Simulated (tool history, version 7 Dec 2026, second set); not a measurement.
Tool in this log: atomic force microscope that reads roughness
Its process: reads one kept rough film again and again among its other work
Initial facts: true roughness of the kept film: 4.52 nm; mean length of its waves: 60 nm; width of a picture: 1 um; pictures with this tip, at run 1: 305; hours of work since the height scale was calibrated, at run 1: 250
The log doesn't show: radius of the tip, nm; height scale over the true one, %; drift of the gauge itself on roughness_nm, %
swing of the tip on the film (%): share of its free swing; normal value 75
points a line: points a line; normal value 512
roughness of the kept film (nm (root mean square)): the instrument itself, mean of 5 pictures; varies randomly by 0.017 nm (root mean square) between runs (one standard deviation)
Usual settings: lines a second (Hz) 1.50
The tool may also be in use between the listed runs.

run	hour	lines a second (Hz)	swing of the tip on the film (%)	points a line	pictures with this tip	hours of work since the height scale was calibrated	roughness of the kept film (nm (root mean square))
1	0.0	1.50	75	512	305	250	4.183
2	28.0	1.50	75	585	342	262	4.202
# hour 72.4: new tip fitted
3	78.6	1.50	75	585	8	284	4.208
4	120.4	1.50	75	585	63	302	4.240
5	150.0	1.50	75	835	102	315	4.227
6	184.1	1.50	75	327	147	330	4.217
7	234.2	1.50	75	512	214	351	4.216
8	275.3	1.50	75	267	268	369	4.204
9	296.9	1.50	75	267	297	378	4.200
10	331.3	1.50	75	267	342	393	4.220
11	367.8	1.50	75	549	390	409	4.221
# hour 378.6: new tip fitted
12	396.1	0.71	85	525	23	421	4.268
13	428.9	1.50	86	411	67	435	4.084
14	459.6	2.45	67	306	107	449	4.214
15	491.4	1.42	61	367	149	462	4.315
16	532.0	1.42	61	367	203	480	4.341
17	570.3	3.04	75	512	254	496	4.086

How the hidden state differs across the entries between the runs, from the last listed run before each to the first after it:
From run 2 to run 3: new tip fitted (hour 72.4)
  radius of the tip, nm: 5.6 -> 5
From run 11 to run 12: new tip fitted (hour 378.6)
  radius of the tip, nm: 5.6 -> 5
